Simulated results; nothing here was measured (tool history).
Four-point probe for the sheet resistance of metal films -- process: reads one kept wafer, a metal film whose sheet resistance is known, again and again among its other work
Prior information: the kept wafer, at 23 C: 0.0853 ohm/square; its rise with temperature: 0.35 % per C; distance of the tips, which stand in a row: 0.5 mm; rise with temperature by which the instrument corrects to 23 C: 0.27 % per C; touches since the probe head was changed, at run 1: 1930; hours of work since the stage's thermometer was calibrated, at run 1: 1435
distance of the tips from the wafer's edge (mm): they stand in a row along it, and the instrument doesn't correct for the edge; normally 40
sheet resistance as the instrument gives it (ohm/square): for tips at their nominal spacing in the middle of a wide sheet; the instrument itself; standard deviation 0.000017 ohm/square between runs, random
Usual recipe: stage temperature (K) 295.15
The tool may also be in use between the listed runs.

| run | hour | stage temperature (K) | distance of the tips from the wafer's edge (mm) | touches since the probe head was changed | hours of work since the stage's thermometer was calibrated | sheet resistance as the instrument gives it (ohm/square) |
|---|---|---|---|---|---|---|
| 1 | 0.0 | 295.15 | 40 | 1930 | 1435 | 0.085009 |
| 2 | 9.6 | 295.15 | 40 | 2068 | 1440 | 0.084998 |
| 3 | 29.6 | 295.15 | 40 | 2353 | 1448 | 0.084998 |
| 4 | 38.8 | 295.15 | 40 | 2484 | 1452 | 0.084963 |
| 5 | 55.1 | 295.15 | 40 | 2718 | 1460 | 0.084983 |
| 6 | 74.1 | 295.15 | 40 | 2989 | 1468 | 0.085014 |
| 7 | 91.0 | 295.15 | 40 | 3231 | 1476 | 0.085015 |
| 8 | 101.4 | 295.15 | 40 | 3379 | 1480 | 0.084989 |
| 9 | 112.8 | 295.15 | 4 | 3543 | 1485 | 0.085713 |
| 10 | 130.7 | 295.15 | 4 | 3798 | 1493 | 0.085728 |
| 11 | 145.4 | 295.15 | 4 | 4009 | 1500 | 0.085701 |
| 12 | 158.0 | 295.15 | 3 | 4189 | 1505 | 0.086221 |
| 13 | 169.3 | 295.15 | 40 | 4350 | 1510 | 0.085006 |
| 14 | 187.1 | 295.15 | 38 | 4606 | 1518 | 0.085017 |
| 15 | 195.4 | 295.15 | 38 | 4724 | 1522 | 0.084992 |
| 16 | 214.6 | 295.15 | 38 | 4999 | 1530 | 0.084968 |
| 17 | 233.2 | 295.15 | 38 | 5264 | 1538 | 0.084983 |
| 18 | 250.9 | 295.15 | 38 | 5517 | 1546 | 0.084943 |
| 19 | 259.2 | 295.15 | 38 | 5637 | 1550 | 0.085023 |
| 20 | 269.5 | 306.15 | 40 | 5783 | 1554 | 0.085752 |
| 21 | 286.1 | 295.15 | 40 | 6021 | 1562 | 0.084961 |
| 22 | 302.4 | 295.15 | 40 | 6254 | 1569 | 0.084970 |
| 23 | 319.1 | 298.15 | 27 | 6493 | 1576 | 0.085209 |
| 24 | 329.6 | 295.15 | 12 | 6644 | 1581 | 0.085033 |
| 25 | 346.8 | 295.15 | 11 | 6889 | 1589 | 0.085074 |
| 26 | 359.3 | 295.15 | 4 | 7067 | 1594 | 0.085668 |
| 27 | 373.0 | 307.15 | 6 | 7263 | 1600 | 0.086153 |
| 28 | 386.0 | 301.15 | 17 | 7450 | 1606 | 0.085432 |
| 29 | 396.2 | 297.15 | 21 | 7596 | 1611 | 0.085143 |
| 30 | 408.9 | 306.15 | 70 | 7778 | 1616 | 0.085767 |
| 31 | 421.6 | 292.15 | 11 | 7959 | 1622 | 0.084819 |
| 32 | 437.7 | 292.15 | 16 | 8189 | 1629 | 0.084790 |
| 33 | 452.7 | 292.15 | 16 | 8403 | 1636 | 0.084795 |
| 34 | 460.9 | 305.15 | 7 | 8521 | 1639 | 0.085954 |
| 35 | 473.7 | 294.15 | 36 | 8704 | 1645 | 0.084914 |
| 36 | 482.6 | 295.15 | 4 | 8831 | 1649 | 0.085693 |
| 37 | 502.9 | 298.15 | 33 | 9122 | 1658 | 0.085193 |
| 38 | 514.9 | 293.15 | 3 | 9292 | 1663 | 0.086078 |
| 39 | 524.5 | 303.15 | 3 | 9430 | 1667 | 0.086808 |
| 40 | 534.1 | 303.15 | 3 | 9567 | 1672 | 0.086801 |
| 41 | 553.9 | 295.15 | 4 | 9851 | 1680 | 0.085684 |
| 42 | 570.3 | 298.15 | 5 | 10085 | 1688 | 0.085636 |
| 43 | 581.3 | 302.15 | 9 | 10242 | 1692 | 0.085584 |
| 44 | 601.0 | 302.15 | 9 | 10524 | 1701 | 0.085604 |

Alternative continuations, all from the tool just after run 44; predict every row:
| A | 610.4 | 302.15 | 5 | 10659 | 1705 | ? |
| B | 610.4 | 307.15 | 33 | 10659 | 1705 | ? |
| C | 610.4 | 305.15 | 40 | 10659 | 1705 | ? |

| run | sheet resistance as the instrument gives it (ohm/square) |
|---|---|
| A | 0.085905 |
| B | 0.085810 |
| C | 0.085680 |
Without the tool's hidden state the same runs would have given:
| run | sheet resistance as the instrument gives it (ohm/square) |
|---|---|
| A | 0.086179 |
| B | 0.086083 |
| C | 0.085952 |

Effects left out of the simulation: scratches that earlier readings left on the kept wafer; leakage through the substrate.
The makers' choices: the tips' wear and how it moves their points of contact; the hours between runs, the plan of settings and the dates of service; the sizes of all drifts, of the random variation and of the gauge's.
